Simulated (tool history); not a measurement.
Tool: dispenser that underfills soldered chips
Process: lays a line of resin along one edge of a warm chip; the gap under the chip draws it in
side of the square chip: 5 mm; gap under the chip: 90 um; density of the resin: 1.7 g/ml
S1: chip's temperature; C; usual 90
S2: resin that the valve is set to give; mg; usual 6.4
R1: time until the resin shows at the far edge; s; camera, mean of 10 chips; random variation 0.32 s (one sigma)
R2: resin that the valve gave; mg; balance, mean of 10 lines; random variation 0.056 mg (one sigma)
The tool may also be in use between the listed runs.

| run | hour | S1 | S2 | R1 | R2 |
|---|---|---|---|---|---|
| 1 | 0 | 90 | 6.4 | 11.3 | 6.31 |
|  | 11.9 | new syringe of resin |
| 2 | 13.2 | 91 | 6.4 | 11.6 | 6.36 |
|  | 23.5 | new syringe of resin |
| 3 | 27.6 | 91 | 6.4 | 13.1 | 6.17 |
|  | 35.2 | new syringe of resin |
| 4 | 36.4 | 91 | 6.4 | 11.4 | 6.24 |
|  | 46.4 | new syringe of resin |
| 5 | 48.7 | 91 | 6.4 | 11.9 | 6.16 |
|  | 58.7 | new syringe of resin |
| 6 | 63.4 | 91 | 6.4 | 12.3 | 6.11 |
|  | 70.6 | new syringe of resin |
| 7 | 74.5 | 91 | 6.4 | 12.5 | 5.97 |
|  | 82.3 | new syringe of resin |
| 8 | 87.5 | 104 | 6.4 | 8.7 | 6.08 |
|  | 93.5 | new syringe of resin |
| 9 | 99.5 | 90 | 6.4 | 14 | 6.03 |
|  | 105 | new syringe of resin |
| 10 | 110.5 | 90 | 6.4 | 13.4 | 6 |
|  | 116.1 | new syringe of resin |
| 11 | 119.4 | 90 | 8.15 | 12 | 7.55 |
|  | 128 | new syringe of resin |
| 12 | 133.1 | 90 | 6.11 | 13.3 | 5.72 |
|  | 139.5 | new syringe of resin |
| 13 | 146.6 | 90 | 6.4 | 14.5 | 5.95 |
|  | 150.9 | new syringe of resin |
| 14 | 160.6 | 90 | 6.4 | 15.3 | 5.93 |
|  | 162.1 | new syringe of resin |
|  | 170.7 | dispensing valve cleaned and set on the balance |
|  | 175 | new syringe of resin |
| 15 | 175.5 | 104 | 6.4 | 7.6 | 6.46 |
| 16 | 182.8 | 90 | 8.28 | 14.4 | 8.32 |
|  | 186.9 | new syringe of resin |
| 17 | 192.6 | 90 | 8.28 | 13.2 | 8.19 |
|  | 198.8 | new syringe of resin |
| 18 | 204.6 | 85 | 6.4 | 15.5 | 6.36 |
|  | 210 | new syringe of resin |
| 19 | 217.8 | 85 | 6.21 | 16.7 | 6.12 |
|  | 221.2 | new syringe of resin |
| 20 | 230 | 85 | 6.21 | 16.7 | 6.05 |
|  | 232.5 | new syringe of resin |
|  | 244.4 | new syringe of resin |
| 21 | 244.4 | 85 | 6.21 | 13 | 6.02 |
| 22 | 250.7 | 85 | 6.21 | 15.7 | 5.9 |
|  | 256.1 | new syringe of resin |
| 23 | 259.6 | 101 | 7.43 | 9.5 | 7.11 |
|  | 268.1 | new syringe of resin |
| 24 | 270.4 | 101 | 7.43 | 8.8 | 7.1 |
|  | 279.2 | new syringe of resin |
| 25 | 285.3 | 92 | 6.96 | 12.5 | 6.56 |
|  | 291.3 | new syringe of resin |
| 26 | 297.6 | 101 | 6.9 | 9.9 | 6.48 |
|  | 303.3 | new syringe of resin |
| 27 | 306.6 | 79 | 6.77 | 16.6 | 6.36 |
|  | 314.4 | new syringe of resin |
| 28 | 318.6 | 79 | 6.77 | 18.2 | 6.24 |
|  | 326 | new syringe of resin |
| 29 | 327.3 | 79 | 6.77 | 16.8 | 6.29 |
| 30 | 333.4 | 84 | 6.4 | 17.2 | 5.99 |
|  | 337.9 | new syringe of resin |
| 31 | 347.2 | 84 | 6.4 | 18.6 | 5.91 |
|  | 349.3 | new syringe of resin |
| 32 | 359.8 | 91 | 7.67 | 14.8 | 6.89 |
|  | 360.9 | new syringe of resin |
|  | 364.1 | dispensing valve cleaned and set on the balance |
|  | 373.4 | new syringe of resin |
| 33 | 373.8 | 77 | 6.11 | 17.5 | 5.99 |
| 34 | 383.2 | 93 | 6.4 | 14 | 6.32 |
|  | 384.5 | new syringe of resin |
| 35 | 392.8 | 102 | 6.4 | 10.3 | 6.3 |

The same runs without the tool's hidden state, with the same run-to-run variation:
The hidden state here: resin's viscosity, % of fresh resin's; dose that the valve gives, % of what is set; true chip temperature over the reading, C; drift of the gauge itself on fill_s, %; drift of the gauge itself on given_mg, %.
| run | R1 | R2 |
|---|---|---|
| 1 | 11.1 | 6.38 |
| 2 | 10.8 | 6.47 |
| 3 | 11.2 | 6.32 |
| 4 | 10.8 | 6.42 |
| 5 | 10.9 | 6.37 |
| 6 | 10.4 | 6.37 |
| 7 | 10.8 | 6.27 |
| 8 | 7.3 | 6.4 |
| 9 | 11.3 | 6.39 |
| 10 | 10.9 | 6.39 |
| 11 | 10.6 | 8.08 |
| 12 | 11 | 6.15 |
| 13 | 11.3 | 6.44 |
| 14 | 11.1 | 6.45 |
| 15 | 7.2 | 6.49 |
| 16 | 11 | 8.39 |
| 17 | 11 | 8.3 |
| 18 | 12.7 | 6.48 |
| 19 | 12.8 | 6.27 |
| 20 | 12.1 | 6.24 |
| 21 | 12.5 | 6.24 |
| 22 | 12.5 | 6.14 |
| 23 | 8.1 | 7.42 |
| 24 | 7.8 | 7.46 |
| 25 | 10.1 | 6.94 |
| 26 | 7.8 | 6.9 |
| 27 | 14.4 | 6.8 |
| 28 | 15.1 | 6.71 |
| 29 | 15.5 | 6.8 |
| 30 | 13.2 | 6.49 |
| 31 | 13.4 | 6.45 |
| 32 | 10 | 7.58 |
| 33 | 16.2 | 6.01 |
| 34 | 9.8 | 6.38 |
| 35 | 7.7 | 6.39 |
